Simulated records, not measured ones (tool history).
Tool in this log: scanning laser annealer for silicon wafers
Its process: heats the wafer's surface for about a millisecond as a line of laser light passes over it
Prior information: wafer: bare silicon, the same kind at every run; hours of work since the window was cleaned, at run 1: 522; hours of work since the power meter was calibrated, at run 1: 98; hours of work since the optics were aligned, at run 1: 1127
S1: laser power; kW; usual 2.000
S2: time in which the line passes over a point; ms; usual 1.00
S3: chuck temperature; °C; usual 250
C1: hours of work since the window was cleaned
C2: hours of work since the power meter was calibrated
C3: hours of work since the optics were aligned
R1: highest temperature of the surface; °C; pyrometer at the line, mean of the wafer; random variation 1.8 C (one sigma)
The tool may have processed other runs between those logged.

run,hour,S1,S2,S3,C1,C2,C3,R1
1,0.0,2.000,1.00,250,522,98,1127,1015
2,13.2,2.000,1.00,250,528,104,1133,1016
3,30.3,2.000,1.00,250,536,112,1141,1012
4,46.7,2.000,1.00,262,544,120,1149,1026
5,54.4,2.000,1.00,262,548,124,1153,1027
6,71.6,2.000,1.00,262,556,132,1161,1028
7,78.8,2.171,1.00,250,559,135,1164,1076
# hour 83.2: laser's power meter calibrated
8,89.0,2.171,1.00,250,563,3,1167,1073
9,99.6,2.000,0.93,250,568,8,1173,996
10,110.2,2.000,0.93,250,573,13,1178,989
11,125.7,1.846,0.93,250,580,20,1185,938
12,137.4,1.846,0.93,250,586,26,1190,938
# hour 143.3: laser's power meter calibrated, once more
13,150.6,1.853,1.00,250,590,3,1195,957
14,168.2,2.000,1.00,255,599,12,1204,1017
15,185.8,1.901,1.24,282,607,20,1212,1077
16,195.9,2.008,1.08,259,612,25,1217,1048
17,206.5,1.852,1.08,214,617,30,1222,945
18,216.6,2.188,1.08,216,622,35,1226,1066
19,232.3,1.758,1.19,222,629,42,1234,953
20,247.4,1.758,1.19,222,636,49,1241,951
21,255.0,1.916,1.07,254,640,53,1245,1003
22,263.0,2.107,0.78,211,644,57,1248,921
23,278.2,1.828,1.22,238,651,64,1256,1000
24,295.5,2.000,1.06,259,659,72,1264,1034
25,310.3,2.000,1.06,259,666,79,1271,1035
26,321.8,2.000,1.06,259,671,84,1276,1035

Below are 4 alternative next runs, each starting from the tool's condition after run 26. Predict each:
A,336.1,2.000,1.00,283,678,91,1283,?
B,336.1,1.778,0.95,259,678,91,1283,?
C,336.1,2.000,1.11,264,678,91,1283,?
D,336.1,1.714,1.00,250,678,91,1283,?

run,R1
A,1040
B,920
C,1056
D,905
Had the tool no hidden state, the same runs would have come out as:
run,R1
A,1076
B,952
C,1094
D,937

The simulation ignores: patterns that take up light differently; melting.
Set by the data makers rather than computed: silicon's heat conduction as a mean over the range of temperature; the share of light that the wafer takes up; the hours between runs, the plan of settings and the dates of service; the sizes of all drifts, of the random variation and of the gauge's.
